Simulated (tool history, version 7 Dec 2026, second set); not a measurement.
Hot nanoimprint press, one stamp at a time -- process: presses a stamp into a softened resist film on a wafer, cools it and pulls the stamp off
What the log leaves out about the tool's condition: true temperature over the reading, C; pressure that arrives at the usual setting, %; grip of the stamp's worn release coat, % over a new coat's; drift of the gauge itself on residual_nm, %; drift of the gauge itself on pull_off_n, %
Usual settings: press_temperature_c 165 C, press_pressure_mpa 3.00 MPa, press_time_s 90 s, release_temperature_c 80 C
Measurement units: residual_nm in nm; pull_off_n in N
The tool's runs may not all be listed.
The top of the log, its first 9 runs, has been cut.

run	hour	press_temperature_c	press_pressure_mpa	press_time_s	release_temperature_c	hours of work since the thermocouple was calibrated	imprints on the stamp's release coat	hours of work since the press's seals were changed	residual_nm	pull_off_n
10	132.2	165	3.07	90	80	502	576	348	397.0	183
11	143.7	158	3.07	90	80	507	608	353	554.8	179
12	151.6	165	3.00	90	80	510	631	356	400.2	191
# hour 161.1: plate thermocouple calibrated
13	165.7	157	3.00	90	80	2	662	361	594.8	191
14	184.0	157	3.00	90	80	10	714	369	598.5	189
15	199.3	157	3.00	90	80	17	757	376	597.0	201
16	216.8	157	2.80	125	80	24	807	384	577.6	203
17	227.0	168	2.80	125	80	29	835	388	344.7	201
18	238.7	163	3.58	47	85	34	868	393	531.0	186
# hour 242.9: plate thermocouple calibrated, once more
19	259.2	175	2.65	47	69	7	918	401	284.8	222
20	274.3	170	2.65	162	84	14	961	407	234.1	194
# hour 294.1: stamp cleaned and given a new release coat
21	294.6	170	2.65	162	84	20	1	414	234.0	147
22	311.3	168	3.40	81	66	27	48	421	300.9	174
23	327.2	168	3.40	81	66	34	93	428	295.1	174
24	345.5	168	3.40	81	66	42	145	436	302.4	178
25	356.1	168	3.40	81	66	47	175	441	302.1	177
26	371.2	168	3.40	81	66	54	218	447	301.6	183
27	379.1	168	3.40	81	66	57	240	451	304.0	177
28	394.7	165	3.00	144	87	64	284	458	310.3	157
29	402.7	165	3.00	144	87	68	307	461	313.1	158
30	418.0	155	3.03	90	66	74	350	468	577.7	191

Consider 3 possible next runs. They are alternatives, not a sequence: every one starts from the tool as it was left by run 30. What does each give?
A	427.1	155	3.83	137	82	78	376	472	?	?
B	427.1	155	3.03	128	74	78	376	472	?	?
C	427.1	155	3.46	123	74	78	376	472	?	?

run	residual_nm	pull_off_n
A	498.2	168
B	539.3	175
C	523.7	178
With the hidden condition removed and each run's random variation left untouched, the same runs would have given:
run	residual_nm	pull_off_n
A	486.0	151
B	529.0	158
C	512.5	159
